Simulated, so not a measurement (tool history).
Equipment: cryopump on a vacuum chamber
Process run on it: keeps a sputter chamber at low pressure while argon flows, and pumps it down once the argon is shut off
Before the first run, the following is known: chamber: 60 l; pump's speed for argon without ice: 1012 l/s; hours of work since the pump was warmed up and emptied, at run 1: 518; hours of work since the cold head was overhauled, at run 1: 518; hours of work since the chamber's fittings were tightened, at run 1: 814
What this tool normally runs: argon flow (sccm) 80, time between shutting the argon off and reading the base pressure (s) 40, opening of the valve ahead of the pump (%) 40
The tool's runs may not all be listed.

run,hour,argon flow (sccm),time between shutting the argon off and reading the base pressure (s),opening of the valve ahead of the pump (%),hours of work since the pump was warmed up and emptied,hours of work since the cold head was overhauled,hours of work since the chamber's fittings were tightened,pressure while argon flows (Pa),pressure after the wait (uPa)
1,0.0,80,40,40,518,518,814,0.3568,3.44
2,20.8,80,40,40,536,536,833,0.3568,3.44
3,33.4,80,40,40,548,548,844,0.3564,3.55
4,58.2,64,40,40,569,569,866,0.2860,3.60
5,80.2,80,81,40,589,589,885,0.3617,2.79
6,95.7,80,40,40,602,602,898,0.3611,3.66
7,110.9,80,40,40,616,616,912,0.3596,3.69
8,127.2,80,40,40,630,630,926,0.3600,3.79
9,140.2,80,123,40,641,641,937,0.3629,2.60

What will run 10 give?
10,159.5,80,123,40,658,658,954,?,?

pressure while argon flows (Pa): 0.3613
pressure after the wait (uPa): 2.65
Without the tool's hidden state the same run would have given pressure while argon flows (Pa) 0.3329, pressure after the wait (uPa) 0.81.
